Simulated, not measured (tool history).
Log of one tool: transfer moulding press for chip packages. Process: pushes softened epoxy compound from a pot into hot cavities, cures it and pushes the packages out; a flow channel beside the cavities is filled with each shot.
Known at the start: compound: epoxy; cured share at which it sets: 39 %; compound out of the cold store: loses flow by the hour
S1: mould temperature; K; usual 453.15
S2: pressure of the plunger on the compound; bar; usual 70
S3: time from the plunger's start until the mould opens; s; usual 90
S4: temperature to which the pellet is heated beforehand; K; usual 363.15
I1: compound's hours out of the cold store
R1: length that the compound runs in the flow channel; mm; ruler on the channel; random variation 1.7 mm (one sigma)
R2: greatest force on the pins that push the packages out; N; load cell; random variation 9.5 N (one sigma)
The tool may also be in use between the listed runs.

run,day,S1,S2,S3,S4,I1,R1,R2
1,0,453.15,70,90,363.15,36.7,507,438
# day 1.717: cavities cleaned with cleaning compound and waxed
2,2.25,453.15,70,90,363.15,44.1,496,522
# day 3.5: cavities cleaned with cleaning compound and waxed
# day 5.3: cavities cleaned with cleaning compound and waxed
3,5.3,453.15,70,90,363.15,17.8,524,434
# day 6.525: plunger's sealing rings changed
# day 7.154: cavities cleaned with cleaning compound and waxed
4,8.142,453.15,70,90,355.15,28.7,517,600
# day 8.871: cavities cleaned with cleaning compound and waxed
# day 10.779: cavities cleaned with cleaning compound and waxed
5,10.954,453.15,70,90,355.15,39.2,501,468
# day 12.462: cavities cleaned with cleaning compound and waxed
6,13.554,453.15,70,90,355.15,26,515,570
# day 14.421: cavities cleaned with cleaning compound and waxed
# day 15.788: plunger's sealing rings changed
# day 16.304: cavities cleaned with cleaning compound and waxed
7,16.358,453.15,70,90,355.15,31.1,519,432
# day 18.025: cavities cleaned with cleaning compound and waxed
8,19.042,453.15,70,90,355.15,31.6,511,569
# day 19.688: cavities cleaned with cleaning compound and waxed
9,21.275,453.15,70,106,363.15,28.5,512,534
# day 21.7: cavities cleaned with cleaning compound and waxed
# day 22.692: mould's thermocouples calibrated
# day 23.6: cavities cleaned with cleaning compound and waxed
# day 24.912: plunger's sealing rings changed
10,24.971,453.15,70,106,363.15,35.2,513,493
# day 25.625: cavities cleaned with cleaning compound and waxed
# day 27.512: cavities cleaned with cleaning compound and waxed
11,28.829,453.15,77.5,90,363.15,20,551,600
# day 29.167: cavities cleaned with cleaning compound and waxed
# day 30.871: cavities cleaned with cleaning compound and waxed
12,31.412,450.15,70,90,363.15,18.9,529,578
# day 32.683: cavities cleaned with cleaning compound and waxed
# day 34.188: plunger's sealing rings changed
# day 34.479: cavities cleaned with cleaning compound and waxed
# day 35.138: mould's thermocouples calibrated, once more
13,35.583,455.15,62.7,117,363.15,23.1,496,499
# day 36.35: cavities cleaned with cleaning compound and waxed
14,37.825,455.15,62.7,117,363.15,22.8,494,489
# day 38.112: cavities cleaned with cleaning compound and waxed
# day 40.038: cavities cleaned with cleaning compound and waxed
15,41.421,448.15,59.5,90,369.15,30,480,736
# day 41.879: cavities cleaned with cleaning compound and waxed
# day 43.512: plunger's sealing rings changed
# day 43.771: cavities cleaned with cleaning compound and waxed
16,43.996,448.15,59.5,90,369.15,25,491,569
# day 45.492: cavities cleaned with cleaning compound and waxed
# day 47.354: cavities cleaned with cleaning compound and waxed
17,47.462,448.15,52.5,90,363.15,37.6,446,565
# day 49.142: cavities cleaned with cleaning compound and waxed
18,49.725,448.15,52.5,90,363.15,45.4,437,628
# day 50.904: cavities cleaned with cleaning compound and waxed
19,51.871,448.15,52.5,90,363.15,42.9,433,662
# day 52.804: plunger's sealing rings changed
# day 52.867: cavities cleaned with cleaning compound and waxed
# day 54.621: cavities cleaned with cleaning compound and waxed
20,55.654,456.15,71.3,90,366.15,33.8,508,503
# day 56.308: cavities cleaned with cleaning compound and waxed
# day 58.038: cavities cleaned with cleaning compound and waxed
21,58.158,456.15,71.3,90,366.15,8.9,537,413

3 ways to go on from here, each from the tool as it stands after run 21. What would each give?
# day 59.771: cavities cleaned with cleaning compound and waxed
# day 61.738: cavities cleaned with cleaning compound and waxed
A,61.775,456.15,71.3,97,356.15,13.9,?,?
# day 59.771: cavities cleaned with cleaning compound and waxed
# day 61.738: cavities cleaned with cleaning compound and waxed
B,61.775,456.15,52.3,90,365.15,16.7,?,?
# day 59.771: cavities cleaned with cleaning compound and waxed
# day 61.738: cavities cleaned with cleaning compound and waxed
C,61.775,459.15,63.7,90,370.15,28.4,?,?

run,R1,R2
A,525,398
B,445,409
C,470,391
Without the tool's hidden state the same runs would have given:
run,R1,R2
A,542,384
B,460,399
C,486,376

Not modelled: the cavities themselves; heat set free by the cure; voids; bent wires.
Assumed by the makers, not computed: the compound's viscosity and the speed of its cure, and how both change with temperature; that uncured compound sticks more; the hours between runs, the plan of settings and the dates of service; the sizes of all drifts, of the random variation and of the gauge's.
